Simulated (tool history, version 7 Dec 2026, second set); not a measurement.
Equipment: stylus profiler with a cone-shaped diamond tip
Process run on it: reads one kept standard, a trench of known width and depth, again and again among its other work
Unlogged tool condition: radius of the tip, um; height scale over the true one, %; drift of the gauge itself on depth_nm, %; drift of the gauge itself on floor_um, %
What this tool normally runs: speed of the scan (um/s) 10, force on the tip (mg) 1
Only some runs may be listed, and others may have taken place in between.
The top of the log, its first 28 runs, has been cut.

run     day  speed of the scan (um/s)  force on the tip (mg)  scans with this tip  hours of work since the height scale was calibrated  depth of the trench (nm)  width of the trench's floor (um)
 29   55.75                         3                   1.83                 9894                                                  534                    200.79                             96.51
 30   58.15                         3                   1.83                10071                                                  571                    200.83                             96.49
 31    60.6                        36                      2                10251                                                  609                    200.82                             96.34
 32  62.588                        36                   0.59                10397                                                  639                    199.98                              96.2
 33      64                        22                   1.06                10501                                                  661                    200.52                             96.36
 34  66.729                        22                   1.06                10701                                                  704                     200.3                             96.37
 35  67.958                         4                   1.54                10792                                                  723                    200.42                              96.5
 36  70.742                        16                   0.59                10996                                                  766                    199.86                             96.38

Branching from run 36: 3 alternative next runs. What would each branch give?
  A  72.721                         7                   0.61                11142                                                  796                         ?                                 ?
  B  72.721                        28                   0.82                11142                                                  796                         ?                                 ?
  C  72.721                         2                   0.47                11142                                                  796                         ?                                 ?

run  depth of the trench (nm)  width of the trench's floor (um)
  A                       200                             96.38
  B                    200.12                             96.29
  C                    199.86                             96.46
The same runs, with their run-to-run variation unchanged, on a tool lacking any hidden condition would have given:
run  depth of the trench (nm)  width of the trench's floor (um)
  A                    200.63                             97.12
  B                    200.75                             97.03
  C                    200.48                              97.2
